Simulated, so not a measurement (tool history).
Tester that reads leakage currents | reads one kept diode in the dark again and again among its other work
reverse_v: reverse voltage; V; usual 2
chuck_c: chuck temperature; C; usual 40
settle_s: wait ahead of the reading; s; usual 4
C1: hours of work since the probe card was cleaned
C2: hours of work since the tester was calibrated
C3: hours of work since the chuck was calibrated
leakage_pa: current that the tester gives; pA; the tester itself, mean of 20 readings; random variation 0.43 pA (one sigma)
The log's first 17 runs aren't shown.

run 18 hour=2729.1 | reverse_v=2 chuck_c=40 settle_s=5.65 | C1=3469 C2=739 C3=732 | leakage_pa=155.7
run 19 hour=2892 | reverse_v=1.73 chuck_c=40 settle_s=4 | C1=3599 C2=868 C3=861 | leakage_pa=144.33
run 20 hour=3027 | reverse_v=1.73 chuck_c=40 settle_s=4 | C1=3706 C2=975 C3=968 | leakage_pa=145.76
-- hour=3169.7 probe card cleaned and baked
run 21 hour=3172.4 | reverse_v=17.29 chuck_c=35 settle_s=1.41 | C1=2 C2=1088 C3=1082 | leakage_pa=403.88
run 22 hour=3291.7 | reverse_v=17.29 chuck_c=35 settle_s=1.41 | C1=97 C2=1183 C3=1176 | leakage_pa=407.23
run 23 hour=3409.5 | reverse_v=2 chuck_c=40 settle_s=5.58 | C1=191 C2=1277 C3=1270 | leakage_pa=157.45
run 24 hour=3554.9 | reverse_v=1.34 chuck_c=40 settle_s=1.4 | C1=306 C2=1392 C3=1385 | leakage_pa=125.84
run 25 hour=3749.4 | reverse_v=1.12 chuck_c=35 settle_s=1.02 | C1=461 C2=1547 C3=1540 | leakage_pa=83
run 26 hour=3932.2 | reverse_v=1.12 chuck_c=35 settle_s=1.02 | C1=606 C2=1692 C3=1685 | leakage_pa=84.03
run 27 hour=4087.9 | reverse_v=1.12 chuck_c=57 settle_s=4.07 | C1=730 C2=1816 C3=1809 | leakage_pa=330.68
run 28 hour=4180.4 | reverse_v=2.63 chuck_c=40 settle_s=4 | C1=803 C2=1889 C3=1882 | leakage_pa=196.45
run 29 hour=4342.6 | reverse_v=2.63 chuck_c=46 settle_s=4 | C1=932 C2=2018 C3=2011 | leakage_pa=288.86
-- hour=4425.1 chuck's temperature calibrated
run 30 hour=4484.8 | reverse_v=3.71 chuck_c=46 settle_s=0.61 | C1=1043 C2=2130 C3=47 | leakage_pa=310.22
run 31 hour=4679.5 | reverse_v=2.38 chuck_c=47 settle_s=9.01 | C1=1198 C2=2284 C3=202 | leakage_pa=256.45
run 32 hour=4853 | reverse_v=2 chuck_c=22 settle_s=4 | C1=1336 C2=2422 C3=340 | leakage_pa=44.63
run 33 hour=4971 | reverse_v=2 chuck_c=22 settle_s=4 | C1=1430 C2=2516 C3=434 | leakage_pa=45.06
run 34 hour=5123.8 | reverse_v=2 chuck_c=22 settle_s=4 | C1=1551 C2=2637 C3=555 | leakage_pa=45.71
run 35 hour=5295.8 | reverse_v=2 chuck_c=22 settle_s=4 | C1=1688 C2=2774 C3=692 | leakage_pa=46.32
run 36 hour=5485.6 | reverse_v=2 chuck_c=22 settle_s=4 | C1=1838 C2=2925 C3=843 | leakage_pa=47.3

The next listed run, before its measurement:
run 37 hour=5598.1 | reverse_v=2 chuck_c=22 settle_s=4 | C1=1928 C2=3014 C3=932 | leakage_pa=?

Run 37 gave leakage_pa 47.75 pA.
Without the tool's hidden state the same run would have given leakage_pa 40.78 pA.

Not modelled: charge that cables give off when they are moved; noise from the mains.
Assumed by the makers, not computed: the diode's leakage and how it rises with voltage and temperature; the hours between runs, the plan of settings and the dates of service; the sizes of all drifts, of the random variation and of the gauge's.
